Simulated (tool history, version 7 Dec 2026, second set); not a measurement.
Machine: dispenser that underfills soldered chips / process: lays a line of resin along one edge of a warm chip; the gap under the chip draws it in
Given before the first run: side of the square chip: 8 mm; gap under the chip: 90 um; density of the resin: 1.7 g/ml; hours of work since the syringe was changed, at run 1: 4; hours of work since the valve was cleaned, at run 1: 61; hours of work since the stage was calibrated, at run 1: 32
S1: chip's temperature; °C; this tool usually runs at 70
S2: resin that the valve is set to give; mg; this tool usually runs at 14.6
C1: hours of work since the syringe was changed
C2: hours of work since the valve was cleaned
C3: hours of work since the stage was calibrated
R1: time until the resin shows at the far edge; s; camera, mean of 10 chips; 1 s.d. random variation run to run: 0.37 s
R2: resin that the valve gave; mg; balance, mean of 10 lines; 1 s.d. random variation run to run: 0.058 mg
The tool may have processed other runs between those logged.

Run 1, day 0: usual settings; C1 4; C2 61; C3 32. Result: R1 29.1 s, R2 13.9 mg.
Run 2, day 0.192: usual settings; C1 7; C2 65; C3 36. Result: R1 38.7 s, R2 13.95 mg.
At day 0.312: new syringe of resin.
Run 3, day 0.321: usual settings; C1 0; C2 67; C3 38. Result: R1 21.7 s, R2 13.92 mg.
Run 4, day 0.55: usual settings; C1 4; C2 70; C3 41. Result: R1 29.7 s, R2 13.98 mg.
At day 0.608: dispensing valve cleaned and set on the balance.
Run 5, day 0.75: usual settings but S1 61 °C; C1 7; C2 2; C3 44. Result: R1 57.7 s, R2 14.52 mg.
At day 0.908: new syringe of resin.
Run 6, day 0.933: usual settings but S1 61 °C; C1 0; C2 5; C3 47. Result: R1 33.1 s, R2 14.53 mg.
Run 7, day 1.175: usual settings but S2 14.8 mg; C1 5; C2 9; C3 51. Result: R1 30.5 s, R2 14.69 mg.
Run 8, day 1.425: usual settings but S2 13.2 mg; C1 9; C2 14; C3 55. Result: R1 44.7 s, R2 13.01 mg.
At day 1.454: new syringe of resin.
Run 9, day 1.667: usual settings but S2 13.2 mg; C1 4; C2 17; C3 59. Result: R1 29.3 s, R2 13.05 mg.
Run 10, day 1.904: usual settings but S2 13.2 mg; C1 8; C2 21; C3 63. Result: R1 40.9 s, R2 12.93 mg.
At day 2.008: new syringe of resin.
Run 11, day 2.188: usual settings; C1 3; C2 26; C3 68. Result: R1 27.9 s, R2 14.23 mg.
Run 12, day 2.333: usual settings; C1 5; C2 28; C3 70. Result: R1 34.4 s, R2 14.17 mg.
At day 2.55: new syringe of resin.
Run 13, day 2.617: usual settings; C1 1; C2 33; C3 75. Result: R1 22.5 s, R2 14.21 mg.
Run 14, day 2.821: usual settings but S1 84 °C; C1 5; C2 36; C3 78. Result: R1 16.6 s, R2 14.2 mg.
Run 15, day 3.038: usual settings but S2 13.6 mg; C1 8; C2 40; C3 82. Result: R1 42 s, R2 13.12 mg.
At day 3.1: new syringe of resin.
Run 16, day 3.221: usual settings but S2 14.2 mg; C1 2; C2 43; C3 84. Result: R1 24.5 s, R2 13.73 mg.
Run 17, day 3.467: usual settings but S1 56 °C; C1 6; C2 47; C3 89. Result: R1 68.5 s, R2 14.14 mg.
At day 3.65: new syringe of resin.
Run 18, day 3.75: usual settings but S1 56 °C; C1 2; C2 52; C3 93. Result: R1 47.1 s, R2 14.05 mg.
Run 19, day 3.871: usual settings but S1 56 °C; C1 4; C2 54; C3 95. Result: R1 56.3 s, R2 14.02 mg.
Run 20, day 4.092: usual settings but S1 72 °C, S2 18.3 mg; C1 7; C2 57; C3 99. Result: R1 35.2 s, R2 17.4 mg.
At day 4.196: new syringe of resin.
Run 21, day 4.308: usual settings but S1 69 °C, S2 17.5 mg; C1 2; C2 61; C3 102. Result: R1 24.4 s, R2 16.64 mg.
Run 22, day 4.442: usual settings but S2 14.4 mg; C1 4; C2 63; C3 105. Result: R1 29.3 s, R2 13.84 mg.
Run 23, day 4.688: usual settings but S2 14.4 mg; C1 8; C2 67; C3 109. Result: R1 42.1 s, R2 13.64 mg.
At day 4.742: new syringe of resin.
At day 4.958: dispensing valve cleaned and set on the balance.
Run 24, day 4.983: usual settings but S2 14.4 mg; C1 3; C2 0; C3 113. Result: R1 27 s, R2 14.46 mg.
Run 25, day 5.138: usual settings but S1 63 °C, S2 12.6 mg; C1 6; C2 3; C3 115. Result: R1 47.9 s, R2 12.64 mg.
Run 26, day 5.3: usual settings but S1 69 °C, S2 17.1 mg; C1 9; C2 6; C3 118. Result: R1 44.1 s, R2 17 mg.
At day 5.325: new syringe of resin.
Run 27, day 5.567: usual settings but S1 71 °C, S2 17.7 mg; C1 4; C2 10; C3 122. Result: R1 26.7 s, R2 17.6 mg.
Run 28, day 5.783: usual settings but S1 71 °C, S2 17.7 mg; C1 8; C2 14; C3 126. Result: R1 36.2 s, R2 17.54 mg.
At day 5.875: new syringe of resin.
Run 29, day 6.029: usual settings but S1 56 °C, S2 17.7 mg; C1 3; C2 18; C3 130. Result: R1 49.9 s, R2 17.46 mg.
Run 30, day 6.262: usual settings but S1 82 °C, S2 15.2 mg; C1 6; C2 21; C3 134. Result: R1 21.7 s, R2 14.88 mg.
At day 6.425: new syringe of resin.
Run 31, day 6.529: usual settings but S1 76 °C; C1 2; C2 26; C3 138. Result: R1 17.8 s, R2 14.31 mg.
Run 32, day 6.771: usual settings but S1 77 °C, S2 15 mg; C1 6; C2 30; C3 142. Result: R1 24.6 s, R2 14.7 mg.
Run 33, day 6.908: usual settings but S1 59 °C, S2 16.2 mg; C1 8; C2 32; C3 144. Result: R1 68.5 s, R2 15.91 mg.
At day 6.988: new syringe of resin.
Run 34, day 7.067: usual settings but S1 57 °C, S2 14.2 mg; C1 1; C2 35; C3 147. Result: R1 41.6 s, R2 13.97 mg.
Run 35, day 7.296: usual settings but S1 58 °C, S2 13 mg; C1 5; C2 38; C3 151. Result: R1 57.4 s, R2 12.63 mg.
At day 7.533: new syringe of resin.
Run 36, day 7.558: usual settings but S1 81 °C, S2 16.4 mg; C1 0; C2 43; C3 155. Result: R1 13.1 s, R2 15.94 mg.

Alternative continuations, all from the tool just after run 36; predict every row:
Run A, day 7.704: usual settings but S1 61 °C, S2 18.7 mg; C1 3; C2 45; C3 157. Result: R1 ?, R2 ?.
Run B, day 7.704: usual settings but S1 77 °C; C1 3; C2 45; C3 157. Result: R1 ?, R2 ?.
Run C, day 7.704: usual settings but S1 81 °C, S2 13.8 mg; C1 3; C2 45; C3 157. Result: R1 ?, R2 ?.

run    R1     R2
  A  38.6   18.2
  B  19.2  14.04
  C  16.9  13.35
With the hidden condition removed and each run's random variation left untouched, the same runs would have given:
run    R1     R2
  A  31.7  18.79
  B  15.7   14.5
  C  13.8  13.79
